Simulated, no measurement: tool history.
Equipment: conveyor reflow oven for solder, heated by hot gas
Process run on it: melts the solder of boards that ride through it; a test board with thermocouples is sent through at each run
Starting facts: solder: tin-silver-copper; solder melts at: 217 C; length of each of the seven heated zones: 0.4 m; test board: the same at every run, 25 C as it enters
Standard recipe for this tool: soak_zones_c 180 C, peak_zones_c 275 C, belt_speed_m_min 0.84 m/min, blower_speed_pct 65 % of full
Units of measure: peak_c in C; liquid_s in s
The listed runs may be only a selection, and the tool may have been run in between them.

run 1 hour=0 | soak_zones_c=180 peak_zones_c=275 belt_speed_m_min=0.84 blower_speed_pct=65 | peak_c=262.5 liquid_s=49.8
run 2 hour=22.8 | soak_zones_c=180 peak_zones_c=275 belt_speed_m_min=0.84 blower_speed_pct=65 | peak_c=262.6 liquid_s=49.9
run 3 hour=37.2 | soak_zones_c=180 peak_zones_c=275 belt_speed_m_min=0.84 blower_speed_pct=65 | peak_c=262.7 liquid_s=49.9
run 4 hour=57.6 | soak_zones_c=180 peak_zones_c=275 belt_speed_m_min=0.84 blower_speed_pct=65 | peak_c=262.1 liquid_s=49.9
run 5 hour=86 | soak_zones_c=180 peak_zones_c=275 belt_speed_m_min=0.84 blower_speed_pct=65 | peak_c=262.8 liquid_s=49.6
-- hour=101.6 belt drive overhauled, speed set with a stopwatch
run 6 hour=110 | soak_zones_c=180 peak_zones_c=275 belt_speed_m_min=0.84 blower_speed_pct=65 | peak_c=261.7 liquid_s=49.2
run 7 hour=123.7 | soak_zones_c=180 peak_zones_c=275 belt_speed_m_min=0.84 blower_speed_pct=65 | peak_c=261.7 liquid_s=49.4
run 8 hour=148.6 | soak_zones_c=180 peak_zones_c=275 belt_speed_m_min=0.84 blower_speed_pct=65 | peak_c=261.8 liquid_s=49
run 9 hour=167.6 | soak_zones_c=180 peak_zones_c=275 belt_speed_m_min=0.84 blower_speed_pct=65 | peak_c=261.2 liquid_s=49.2
run 10 hour=184.6 | soak_zones_c=180 peak_zones_c=275 belt_speed_m_min=0.68 blower_speed_pct=65 | peak_c=268 liquid_s=63.7
run 11 hour=206.4 | soak_zones_c=180 peak_zones_c=275 belt_speed_m_min=0.84 blower_speed_pct=50 | peak_c=257.6 liquid_s=46.7
run 12 hour=228.8 | soak_zones_c=180 peak_zones_c=275 belt_speed_m_min=0.84 blower_speed_pct=65 | peak_c=262.1 liquid_s=49
run 13 hour=255.7 | soak_zones_c=180 peak_zones_c=275 belt_speed_m_min=0.84 blower_speed_pct=71 | peak_c=263.3 liquid_s=49.6
run 14 hour=274.7 | soak_zones_c=180 peak_zones_c=275 belt_speed_m_min=0.84 blower_speed_pct=65 | peak_c=262.3 liquid_s=49.4
run 15 hour=299.9 | soak_zones_c=180 peak_zones_c=264 belt_speed_m_min=0.84 blower_speed_pct=65 | peak_c=252.5 liquid_s=45.2
run 16 hour=322.5 | soak_zones_c=180 peak_zones_c=264 belt_speed_m_min=0.84 blower_speed_pct=65 | peak_c=252.4 liquid_s=44.6
-- hour=349.9 flux residue cleaned out of gas plates and filters
run 17 hour=356.7 | soak_zones_c=180 peak_zones_c=264 belt_speed_m_min=0.84 blower_speed_pct=65 | peak_c=253.5 liquid_s=45.4
run 18 hour=372.2 | soak_zones_c=180 peak_zones_c=264 belt_speed_m_min=0.946 blower_speed_pct=78 | peak_c=253 liquid_s=39.9
run 19 hour=385.7 | soak_zones_c=180 peak_zones_c=283 belt_speed_m_min=0.706 blower_speed_pct=65 | peak_c=274.7 liquid_s=63.9

Run 20 comes next. What will it give?
run 20 hour=410.4 | soak_zones_c=192 peak_zones_c=275 belt_speed_m_min=0.84 blower_speed_pct=58 | peak_c=? liquid_s=?

Run 20 yielded peak_c 263.2 C, liquid_s 53 s.
Without the tool's hidden state the same run would have given peak_c 261.6 C, liquid_s 52.3 s.
